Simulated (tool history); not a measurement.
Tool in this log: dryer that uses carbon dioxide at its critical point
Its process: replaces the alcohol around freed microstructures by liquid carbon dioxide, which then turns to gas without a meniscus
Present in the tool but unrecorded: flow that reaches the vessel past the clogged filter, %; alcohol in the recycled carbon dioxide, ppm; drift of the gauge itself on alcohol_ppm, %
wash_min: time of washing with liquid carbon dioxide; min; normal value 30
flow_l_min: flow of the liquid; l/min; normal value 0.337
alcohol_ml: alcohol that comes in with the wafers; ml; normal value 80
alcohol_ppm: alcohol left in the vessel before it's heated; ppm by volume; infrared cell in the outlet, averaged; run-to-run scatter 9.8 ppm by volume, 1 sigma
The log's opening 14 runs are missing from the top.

| run | hour | wash_min | flow_l_min | alcohol_ml | hours of work since the filter was changed | hours of work since the purifier's bed was changed | alcohol_ppm |
|---|---|---|---|---|---|---|---|
| 15 | 104.3 | 30 | 0.337 | 45 | 113 | 67 | 366 |
| 16 | 109.5 | 30 | 0.337 | 45 | 115 | 69 | 353 |
| 17 | 120.2 | 30 | 0.337 | 45 | 118 | 73 | 376 |
| 18 | 130 | 30 | 0.337 | 69 | 122 | 76 | 551 |
| 19 | 141.1 | 42 | 0.328 | 58 | 126 | 80 | 107 |
| 20 | 151.7 | 30 | 0.499 | 50 | 130 | 84 | 72 |
| 21 | 159.8 | 23 | 0.261 | 45 | 132 | 87 | 1885 |
| 22 | 170.8 | 23 | 0.261 | 79 | 136 | 90 | 3251 |
| 23 | 175.9 | 21 | 0.425 | 31 | 138 | 92 | 427 |
| 24 | 185.8 | 21 | 0.425 | 31 | 142 | 96 | 432 |
| 25 | 191.9 | 30 | 0.376 | 46 | 144 | 98 | 241 |
| 26 | 197.8 | 30 | 0.376 | 46 | 146 | 100 | 247 |
| 27 | 205.6 | 30 | 0.376 | 46 | 149 | 103 | 249 |
| 28 | 213.9 | 30 | 0.257 | 80 | 152 | 106 | 1654 |
| 29 | 224.3 | 30 | 0.491 | 43 | 155 | 109 | 68 |
| 30 | 232.1 | 30 | 0.489 | 92 | 158 | 112 | 140 |
| 31 | 243.4 | 30 | 0.489 | 92 | 162 | 116 | 150 |

Predict each of these 4 candidate next runs independently; none follows another, all start after run 31:
| A | 254.7 | 28 | 0.517 | 56 | 166 | 120 | ? |
| B | 254.7 | 30 | 0.514 | 80 | 166 | 120 | ? |
| C | 254.7 | 30 | 0.374 | 25 | 166 | 120 | ? |
| D | 254.7 | 35 | 0.258 | 36 | 166 | 120 | ? |

| run | alcohol_ppm |
|---|---|
| A | 97 |
| B | 93 |
| C | 142 |
| D | 444 |
Stripped of hidden state, with their random variation kept, the same runs would have yielded:
| run | alcohol_ppm |
|---|---|
| A | 67 |
| B | 64 |
| C | 109 |
| D | 376 |
